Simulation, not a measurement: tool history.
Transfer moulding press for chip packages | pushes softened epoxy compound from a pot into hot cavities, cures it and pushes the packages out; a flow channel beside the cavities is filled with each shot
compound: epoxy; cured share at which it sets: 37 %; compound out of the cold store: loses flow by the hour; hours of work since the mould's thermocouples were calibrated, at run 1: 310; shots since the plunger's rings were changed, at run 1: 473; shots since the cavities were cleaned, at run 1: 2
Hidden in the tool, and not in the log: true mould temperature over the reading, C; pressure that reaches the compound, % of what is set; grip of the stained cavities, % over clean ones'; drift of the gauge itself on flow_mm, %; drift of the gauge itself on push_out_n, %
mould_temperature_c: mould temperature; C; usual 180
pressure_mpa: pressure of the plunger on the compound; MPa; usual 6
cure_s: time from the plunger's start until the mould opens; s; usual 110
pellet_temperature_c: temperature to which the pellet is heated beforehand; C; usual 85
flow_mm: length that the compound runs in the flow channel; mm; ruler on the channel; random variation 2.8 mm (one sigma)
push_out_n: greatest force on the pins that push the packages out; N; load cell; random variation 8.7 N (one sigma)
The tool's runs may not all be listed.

run	hour	mould_temperature_c	pressure_mpa	cure_s	pellet_temperature_c	hours of work since the mould's thermocouples were calibrated	shots since the plunger's rings were changed	shots since the cavities were cleaned	incoming compound's hours out of the cold store	flow_mm	push_out_n
1	0	180	6	110	85	310	473	2	35.2	777	382
2	9.4	180	6	110	85	318	605	134	28.1	811	389
3	20.9	180	6	110	85	327	766	295	15.1	875	405
4	32.5	186	6	110	85	336	929	458	32.5	774	358
5	44.3	180	6	110	85	345	1095	624	37.6	767	380
6	50.6	180	6	110	85	350	1184	713	23.3	835	398
7	57	180	6.56	110	85	355	1274	803	44.2	777	395
8	65.2	180	6	110	85	361	1388	917	18.8	852	381
# hour 69.3: cavities cleaned with cleaning compound and waxed
9	75.9	173	6	110	85	368	1517	92	13.1	917	557
10	87.3	173	6	104	85	377	1678	253	43.8	762	551
11	93.4	173	6	104	85	382	1764	339	36.5	796	556
12	103.6	173	6	104	85	390	1906	481	25.1	853	587
13	114.2	173	6	104	85	398	2055	630	40.8	773	544
14	119.9	173	6	104	85	402	2136	711	20.7	879	621
15	129.7	179	4.62	110	78	410	2273	848	45.2	648	372
# hour 138.4: cavities cleaned with cleaning compound and waxed
16	141.5	185	5.43	145	88	418	2418	44	42.8	691	352
17	153.6	185	5	128	88	427	2588	214	28.9	719	365
18	159.8	185	6.17	128	88	432	2675	301	41.3	742	364
19	167.4	185	4.62	128	88	438	2782	408	43.6	637	350
# hour 176.4: plunger's sealing rings changed
20	182.6	180	4.51	119	85	448	88	586	33.9	687	371
21	190.9	180	5.6	120	79	454	204	702	42.4	720	381
22	196.6	180	5.6	120	79	459	285	783	17.9	836	383
23	201.9	177	5.6	120	82	463	358	856	20.6	833	394
24	207.9	177	5.6	120	82	468	442	940	35.2	756	382
# hour 211.1: cavities cleaned with cleaning compound and waxed
25	216.4	177	5.6	120	82	473	541	74	25.5	802	388
26	225.7	178	6	110	85	480	671	204	27.4	820	413

5 ways to go on from here, each from the tool as it stands after run 26. What would each give?
A	233.8	182	6	110	85	486	785	318	13	?	?
B	233.8	172	6	147	85	486	785	318	23.7	?	?
C	233.8	181	6.55	120	85	486	785	318	22	?	?
D	233.8	186	4.73	110	85	486	785	318	43.9	?	?
E	233.8	180	6	110	85	486	785	318	23.8	?	?

run	flow_mm	push_out_n
A	882	382
B	862	388
C	885	383
D	638	357
E	836	366
Without the tool's hidden state the same runs would have given:
run	flow_mm	push_out_n
A	883	379
B	862	384
C	885	380
D	638	355
E	836	363
